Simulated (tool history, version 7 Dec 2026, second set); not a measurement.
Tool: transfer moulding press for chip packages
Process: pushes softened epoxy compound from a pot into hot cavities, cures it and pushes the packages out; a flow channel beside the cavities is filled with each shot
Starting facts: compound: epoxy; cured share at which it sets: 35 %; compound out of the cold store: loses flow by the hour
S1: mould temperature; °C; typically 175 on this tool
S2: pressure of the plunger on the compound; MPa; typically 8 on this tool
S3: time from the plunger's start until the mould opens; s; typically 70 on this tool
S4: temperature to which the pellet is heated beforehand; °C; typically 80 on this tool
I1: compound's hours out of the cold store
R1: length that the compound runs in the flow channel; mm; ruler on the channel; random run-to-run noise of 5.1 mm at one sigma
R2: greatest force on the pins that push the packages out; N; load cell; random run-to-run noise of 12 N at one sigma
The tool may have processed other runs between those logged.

Run 1, hour 0: usual settings; I1 19.1. Result: R1 648 mm, R2 781 N.
Run 2, hour 18.4: usual settings but S1 179 °C; I1 8.3. Result: R1 676 mm, R2 685 N.
Run 3, hour 31.8: usual settings; I1 36.5. Result: R1 598 mm, R2 843 N.
At hour 35.1: cavities cleaned with cleaning compound and waxed.
Run 4, hour 49.9: usual settings; I1 43.1. Result: R1 581 mm, R2 660 N.
Run 5, hour 60.4: usual settings; I1 45.6. Result: R1 566 mm, R2 693 N.
Run 6, hour 70.5: usual settings; I1 26.3. Result: R1 610 mm, R2 774 N.
Run 7, hour 81.7: usual settings; I1 43.7. Result: R1 566 mm, R2 753 N.
Run 8, hour 91.3: usual settings but S1 181 °C; I1 28.6. Result: R1 598 mm, R2 651 N.
At hour 100.4: cavities cleaned with cleaning compound and waxed.
Run 9, hour 112: usual settings but S4 82 °C; I1 37.2. Result: R1 581 mm, R2 644 N.
Run 10, hour 122.4: usual settings; I1 39.4. Result: R1 577 mm, R2 714 N.
Run 11, hour 130.4: usual settings; I1 24.4. Result: R1 611 mm, R2 751 N.
Run 12, hour 144.1: usual settings; I1 33.7. Result: R1 586 mm, R2 816 N.
Run 13, hour 152.7: usual settings but S2 6.87 MPa; I1 38.7. Result: R1 529 mm, R2 764 N.
At hour 166: cavities cleaned with cleaning compound and waxed.
Run 14, hour 170.2: usual settings but S2 6.87 MPa; I1 8.4. Result: R1 610 mm, R2 647 N.
Run 15, hour 188.4: usual settings but S2 8.02 MPa, S3 55 s, S4 84 °C; I1 23.8. Result: R1 605 mm, R2 1231 N.
At hour 192: mould's thermocouples calibrated.
Run 16, hour 198.9: usual settings but S1 176 °C, S3 52 s; I1 22. Result: R1 605 mm, R2 1476 N.
Run 17, hour 213.6: usual settings but S3 54 s; I1 46.9. Result: R1 539 mm, R2 1307 N.
Run 18, hour 224.9: usual settings but S3 54 s, S4 75 °C; I1 15.1. Result: R1 626 mm, R2 1564 N.
At hour 233.3: cavities cleaned with cleaning compound and waxed.
Run 19, hour 245.8: usual settings but S1 178 °C; I1 12.9. Result: R1 617 mm, R2 620 N.
At hour 254.2: mould's thermocouples calibrated, once more.
Run 20, hour 265.9: usual settings but S1 167 °C, S2 7.79 MPa, S3 53 s, S4 83 °C; I1 39.4. Result: R1 556 mm, R2 2080 N.
Run 21, hour 278.3: usual settings but S3 51 s, S4 85 °C; I1 38.2. Result: R1 553 mm, R2 1557 N.
Run 22, hour 287.8: usual settings but S1 181 °C, S4 85 °C; I1 41.9. Result: R1 537 mm, R2 654 N.
Run 23, hour 296: usual settings but S4 82 °C; I1 11.7. Result: R1 618 mm, R2 834 N.
At hour 300.5: cavities cleaned with cleaning compound and waxed.
Run 24, hour 308.6: usual settings but S4 82 °C; I1 35.4. Result: R1 558 mm, R2 605 N.
Run 25, hour 320.2: usual settings but S4 82 °C; I1 46. Result: R1 528 mm, R2 673 N.
Run 26, hour 333.6: usual settings but S4 82 °C; I1 22.5. Result: R1 581 mm, R2 759 N.
Run 27, hour 348.2: usual settings but S1 169 °C, S2 9.58 MPa, S3 86 s, S4 86 °C; I1 24.8. Result: R1 643 mm, R2 757 N.

Forecast each of these 5 alternatives for the next run:
Run A, hour 359.8: usual settings but S1 169 °C, S2 7.23 MPa, S3 79 s, S4 72 °C; I1 21.9. Result: R1 ?, R2 ?.
Run B, hour 359.8: usual settings but S1 182 °C, S2 7.66 MPa, S3 65 s, S4 86 °C; I1 30.1. Result: R1 ?, R2 ?.
Run C, hour 359.8: usual settings but S2 7.28 MPa, S3 93 s, S4 75 °C; I1 12.4. Result: R1 ?, R2 ?.
Run D, hour 359.8: usual settings but S1 169 °C, S2 8.89 MPa, S3 101 s, S4 77 °C; I1 29.6. Result: R1 ?, R2 ?.
Run E, hour 359.8: usual settings but S1 168 °C, S2 8.04 MPa, S3 86 s, S4 83 °C; I1 20.4. Result: R1 ?, R2 ?.

run   R1   R2
  A  570  947
  B  536  655
  C  578  621
  D  602  656
  E  602  826
Stripped of hidden state, with their random variation kept, the same runs would have yielded:
run   R1   R2
  A  628  639
  B  591  441
  C  637  417
  D  664  442
  E  664  555

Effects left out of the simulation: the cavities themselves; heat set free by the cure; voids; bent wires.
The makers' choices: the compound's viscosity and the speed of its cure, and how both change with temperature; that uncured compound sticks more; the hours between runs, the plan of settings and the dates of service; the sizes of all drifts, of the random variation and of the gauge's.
